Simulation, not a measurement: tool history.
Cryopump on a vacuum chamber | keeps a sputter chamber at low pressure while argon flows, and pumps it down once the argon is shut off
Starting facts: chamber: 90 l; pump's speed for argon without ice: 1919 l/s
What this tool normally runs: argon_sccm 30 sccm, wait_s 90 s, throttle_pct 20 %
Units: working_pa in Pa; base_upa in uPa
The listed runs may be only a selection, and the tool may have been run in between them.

run   hour  argon_sccm  wait_s  throttle_pct  working_pa  base_upa
  1      0          30      90            20      0.1341      1.22
  2     12          14      90            20      0.0629      1.19
  3   25.1          14      90            20      0.0618       1.2
  4   32.2          14      90            20      0.0619      1.17
  5   46.1          30      90            20      0.1343      1.17
  6     57          30      90            40      0.0676       1.2
  7   72.3          30      90            20      0.1345      1.18
  8   85.3          30      90            20      0.1342      1.18
  9  101.5          30      90            20      0.1343      1.19
 10  116.5          30      90            20      0.1331       1.2
 11  128.6          30      90            20      0.1329      1.22
 12  144.8          30      90            20      0.1334      1.29
 13  156.1          16      90            20      0.0715      1.22
 14  169.9          16      90            20      0.0713      1.26
 15    186          16      90            20      0.0705      1.26
 16  200.6          16      90            20      0.0712       1.2
 17    216          30      90            20      0.1351      1.31

Estimate the outcome of run 18 from the log above:
 18  231.8          30      90            20           ?         ?

{"run 18": {"working_pa": 0.1358, "base_upa": 1.25}}
Were there no unlogged condition in the tool, this run, its random variation unchanged, would have produced working_pa 0.1331 Pa, base_upa 0.47 uPa.
